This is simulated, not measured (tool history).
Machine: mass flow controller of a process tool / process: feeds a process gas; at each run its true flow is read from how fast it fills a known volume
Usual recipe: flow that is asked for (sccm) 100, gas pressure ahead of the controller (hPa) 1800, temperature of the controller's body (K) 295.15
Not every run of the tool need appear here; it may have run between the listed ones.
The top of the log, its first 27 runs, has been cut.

run    hour  flow that is asked for (sccm)  gas pressure ahead of the controller (hPa)  temperature of the controller's body (K)  true flow (%)
 28  2380.5                            100                                        1570                                    295.15          99.14
 29  2460.3                             49                                        1580                                    295.15          98.54
 30  2546.8                             73                                        1870                                    299.15          98.05
 31  2610.1                             73                                        1870                                    299.15          98.01
 32  2710.2                             38                                        2320                                    295.15          97.71
 33  2778.5                             38                                        1430                                    295.15          98.12
 34  2879.5                             34                                        1800                                    312.15          96.27
 35  2956.9                            140                                        1700                                    295.15          98.74
 36  3012.6                             64                                        1440                                    295.15          97.96
 37  3134.5                            106                                        2270                                    311.15          96.41
 38  3205.9                             59                                        2730                                    311.15          95.44
 39  3323.0                            153                                        2110                                    311.15          96.67
 40  3442.1                             39                                        1870                                    297.15          96.86
 41  3534.9                            145                                        1910                                    295.15          97.81
 42  3659.5                            145                                        1910                                    295.15          97.61
 43  3712.9                            145                                        1910                                    295.15          97.47
 44  3818.5                             21                                        1690                                    309.15          95.31
 45  3900.6                             21                                        1440                                    294.15          96.43
 46  3961.8                            143                                        2760                                    295.15          96.44
 47  4060.0                             25                                        1530                                    311.15          94.89
 48  4120.1                             35                                        2210                                    306.15          94.86

Forecast each of these 3 alternatives for the next run:
  A  4234.6                             35                                        1760                                    308.15              ?
  B  4234.6                             47                                        2090                                    295.15              ?
  C  4234.6                            172                                        2450                                    298.15              ?

run  true flow (%)
  A          94.83
  B          95.75
  C          96.48
The same runs, with their run-to-run variation unchanged, on a tool lacking any hidden condition would have given:
run  true flow (%)
  A          97.81
  B          98.76
  C          99.51
